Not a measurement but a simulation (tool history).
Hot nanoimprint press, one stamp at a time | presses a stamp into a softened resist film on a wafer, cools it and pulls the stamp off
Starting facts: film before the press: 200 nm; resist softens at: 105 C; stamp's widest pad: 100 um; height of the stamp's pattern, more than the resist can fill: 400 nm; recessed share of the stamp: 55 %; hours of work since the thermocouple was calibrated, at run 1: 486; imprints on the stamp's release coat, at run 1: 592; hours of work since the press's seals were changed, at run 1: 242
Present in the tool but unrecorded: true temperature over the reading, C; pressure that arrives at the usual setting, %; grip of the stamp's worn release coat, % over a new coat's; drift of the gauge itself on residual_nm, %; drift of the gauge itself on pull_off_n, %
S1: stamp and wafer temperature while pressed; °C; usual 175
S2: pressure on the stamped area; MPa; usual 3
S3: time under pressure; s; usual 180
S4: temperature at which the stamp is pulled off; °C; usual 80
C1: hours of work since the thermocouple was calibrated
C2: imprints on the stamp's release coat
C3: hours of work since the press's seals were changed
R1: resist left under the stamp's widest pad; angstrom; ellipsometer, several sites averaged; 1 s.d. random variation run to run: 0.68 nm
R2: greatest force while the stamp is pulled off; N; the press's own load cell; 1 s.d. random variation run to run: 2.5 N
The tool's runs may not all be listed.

run,hour,S1,S2,S3,S4,C1,C2,C3,R1,R2
1,0,175,3,180,80,486,592,242,713,239
2,29.7,175,3,180,80,509,719,264,708,239
# hour 35.3: plate thermocouple calibrated
3,63.8,175,3,180,80,21,852,288,672,236
4,90.7,170,3,180,80,41,967,308,870,240
# hour 108.6: plate thermocouple calibrated, once more
# hour 124: stamp cleaned and given a new release coat
5,126.8,175,3,180,80,9,12,328,774,229
6,146.6,175,3,180,72,24,96,342,776,253
7,165.2,168,3,180,80,38,176,356,1086,232
8,188.3,168,3,180,80,55,275,374,1088,232
9,201.5,175,3,180,80,65,331,383,774,239
10,229.8,175,3,180,80,86,452,404,765,241
11,259.5,175,2.09,274,80,108,579,426,801,236
12,290.8,183,1.91,255,80,131,713,450,571,237
13,313,176,2.24,333,83,148,807,466,665,233
14,330.4,165,3,180,85,161,882,479,1248,230
15,353.9,178,3,331,75,178,982,497,513,261
16,369.6,178,2.29,331,78,190,1049,508,586,257
# hour 381.2: stamp cleaned and given a new release coat
17,392.8,183,2.12,107,81,203,50,521,749,226
18,408.4,180,2.12,107,83,214,117,533,861,221
19,430.1,168,3.76,295,83,230,209,549,815,217
20,454.7,168,3.76,295,83,249,314,567,807,222

Here are 4 independent what-if runs from the current tool condition. What would each one return?
A,468.8,164,3,120,79,259,375,578,?,?
B,468.8,166,3.76,93,67,259,375,578,?,?
C,468.8,165,4.16,180,67,259,375,578,?,?
D,468.8,177,4.09,295,83,259,375,578,?,?

run,R1,R2
A,1407,235
B,1277,277
C,1055,272
D,477,222
Take away the tool's hidden state, keep each run's random variation, and the runs would have read:
run,R1,R2
A,1460,231
B,1326,271
C,1103,266
D,497,217
